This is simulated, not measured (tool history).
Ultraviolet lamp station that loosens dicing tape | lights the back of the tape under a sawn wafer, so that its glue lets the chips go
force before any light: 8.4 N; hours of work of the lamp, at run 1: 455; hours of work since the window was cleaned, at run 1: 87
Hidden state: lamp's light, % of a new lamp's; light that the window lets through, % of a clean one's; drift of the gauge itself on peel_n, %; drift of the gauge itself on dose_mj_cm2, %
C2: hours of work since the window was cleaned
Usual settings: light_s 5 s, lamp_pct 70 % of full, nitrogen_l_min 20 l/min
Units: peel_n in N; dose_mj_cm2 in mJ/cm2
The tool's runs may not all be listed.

{"run": 1, "day": 0.0, "light_s": 5, "lamp_pct": 70, "nitrogen_l_min": 20, "hours of work of the lamp": 455, "C2": 87, "peel_n": 0.678, "dose_mj_cm2": 216}
{"run": 2, "day": 1.4, "light_s": 5, "lamp_pct": 70, "nitrogen_l_min": 20, "hours of work of the lamp": 481, "C2": 113, "peel_n": 0.67, "dose_mj_cm2": 217}
{"run": 3, "day": 2.612, "light_s": 9, "lamp_pct": 70, "nitrogen_l_min": 20, "hours of work of the lamp": 504, "C2": 136, "peel_n": 0.164, "dose_mj_cm2": 389}
{"run": 4, "day": 4.708, "light_s": 5, "lamp_pct": 81, "nitrogen_l_min": 20, "hours of work of the lamp": 544, "C2": 176, "peel_n": 0.48, "dose_mj_cm2": 249}
{"run": 5, "day": 5.954, "light_s": 5, "lamp_pct": 70, "nitrogen_l_min": 20, "hours of work of the lamp": 568, "C2": 200, "peel_n": 0.664, "dose_mj_cm2": 219}
{"run": 6, "day": 7.967, "light_s": 5, "lamp_pct": 70, "nitrogen_l_min": 11, "hours of work of the lamp": 606, "C2": 238, "peel_n": 1.065, "dose_mj_cm2": 218}
{"run": 7, "day": 8.867, "light_s": 5, "lamp_pct": 70, "nitrogen_l_min": 20, "hours of work of the lamp": 623, "C2": 255, "peel_n": 0.701, "dose_mj_cm2": 219}
{"run": 8, "day": 10.35, "light_s": 5, "lamp_pct": 70, "nitrogen_l_min": 20, "hours of work of the lamp": 651, "C2": 283, "peel_n": 0.708, "dose_mj_cm2": 214}
{"run": 9, "day": 12.212, "light_s": 5, "lamp_pct": 91, "nitrogen_l_min": 20, "hours of work of the lamp": 686, "C2": 318, "peel_n": 0.371, "dose_mj_cm2": 279}
{"run": 10, "day": 13.979, "light_s": 6, "lamp_pct": 91, "nitrogen_l_min": 20, "hours of work of the lamp": 720, "C2": 352, "peel_n": 0.228, "dose_mj_cm2": 341}
{"run": 11, "day": 15.542, "light_s": 6, "lamp_pct": 91, "nitrogen_l_min": 20, "hours of work of the lamp": 749, "C2": 381, "peel_n": 0.226, "dose_mj_cm2": 344}
{"run": 12, "day": 17.383, "light_s": 5, "lamp_pct": 70, "nitrogen_l_min": 20, "hours of work of the lamp": 784, "C2": 416, "peel_n": 0.695, "dose_mj_cm2": 219}
{"run": 13, "day": 18.333, "light_s": 5, "lamp_pct": 70, "nitrogen_l_min": 20, "hours of work of the lamp": 802, "C2": 434, "peel_n": 0.663, "dose_mj_cm2": 217}
{"run": 14, "day": 19.379, "light_s": 5, "lamp_pct": 70, "nitrogen_l_min": 20, "hours of work of the lamp": 822, "C2": 454, "peel_n": 0.68, "dose_mj_cm2": 214}
{"run": 15, "day": 20.896, "light_s": 5, "lamp_pct": 70, "nitrogen_l_min": 20, "hours of work of the lamp": 851, "C2": 483, "peel_n": 0.699, "dose_mj_cm2": 216}
{"run": 16, "day": 22.0, "light_s": 5, "lamp_pct": 70, "nitrogen_l_min": 20, "hours of work of the lamp": 872, "C2": 504, "peel_n": 0.704, "dose_mj_cm2": 215}
{"run": 17, "day": 23.212, "light_s": 5, "lamp_pct": 70, "nitrogen_l_min": 20, "hours of work of the lamp": 895, "C2": 527, "peel_n": 0.684, "dose_mj_cm2": 216}
{"day": 23.683, "done": "window cleaned of glue's vapour"}
{"run": 18, "day": 25.112, "light_s": 5, "lamp_pct": 70, "nitrogen_l_min": 20, "hours of work of the lamp": 930, "C2": 27, "peel_n": 0.709, "dose_mj_cm2": 221}
{"run": 19, "day": 26.879, "light_s": 5, "lamp_pct": 91, "nitrogen_l_min": 20, "hours of work of the lamp": 964, "C2": 61, "peel_n": 0.369, "dose_mj_cm2": 281}

The next listed run, before its measurement:
{"run": 20, "day": 27.929, "light_s": 5, "lamp_pct": 93, "nitrogen_l_min": 13, "hours of work of the lamp": 984, "C2": 81, "peel_n": "?", "dose_mj_cm2": "?"}

peel_n: 0.510 N
dose_mj_cm2: 290 mJ/cm2
Without the tool's hidden state the same run would have given peel_n 0.507 N, dose_mj_cm2 291 mJ/cm2.
